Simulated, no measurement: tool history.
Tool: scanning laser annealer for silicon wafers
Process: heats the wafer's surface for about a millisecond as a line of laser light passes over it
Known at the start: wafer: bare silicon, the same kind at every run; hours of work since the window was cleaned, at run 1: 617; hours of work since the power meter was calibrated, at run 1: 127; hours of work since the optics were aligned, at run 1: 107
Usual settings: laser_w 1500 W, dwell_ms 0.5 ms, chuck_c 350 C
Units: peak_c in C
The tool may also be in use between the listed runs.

run    day  laser_w  dwell_ms  chuck_c  hours of work since the window was cleaned  hours of work since the power meter was calibrated  hours of work since the optics were aligned  peak_c
  1      0     1500       0.5      350                                         617                                                 127                                          107    1064
  2  0.471     1500       0.5      350                                         622                                                 132                                          112    1066
  3  1.092     1500       0.5      350                                         628                                                 138                                          118    1062
  4  1.646     1500       0.5      350                                         634                                                 144                                          124    1060
  5  2.154     1500       0.5      350                                         639                                                 149                                          129    1061
  6  2.779     1500       0.5      350                                         645                                                 156                                          135    1062
  7  3.083     1556     0.394      314                                         649                                                 159                                          138     967
  8  3.396     1458       0.5      367                                         652                                                 162                                          142    1054
  9  3.879     1537       0.5      340                                         657                                                 167                                          147    1070
 10  4.412     1500       0.5      314                                         662                                                 173                                          152    1029
 11    4.7     1500       0.5      314                                         665                                                 175                                          155    1024

Forecast each of these 4 alternatives for the next run:
  A  5.225     1500     0.426      371                                         670                                                 181                                          160       ?
  B  5.225     1592       0.5      314                                         670                                                 181                                          160       ?
  C  5.225     1484     0.532      389                                         670                                                 181                                          160       ?
  D  5.225     1492     0.401      350                                         670                                                 181                                          160       ?

run  peak_c
  A    1024
  B    1075
  C    1118
  D     978
Without the tool's hidden state the same runs would have given:
run  peak_c
  A    1039
  B    1093
  C    1136
  D     993
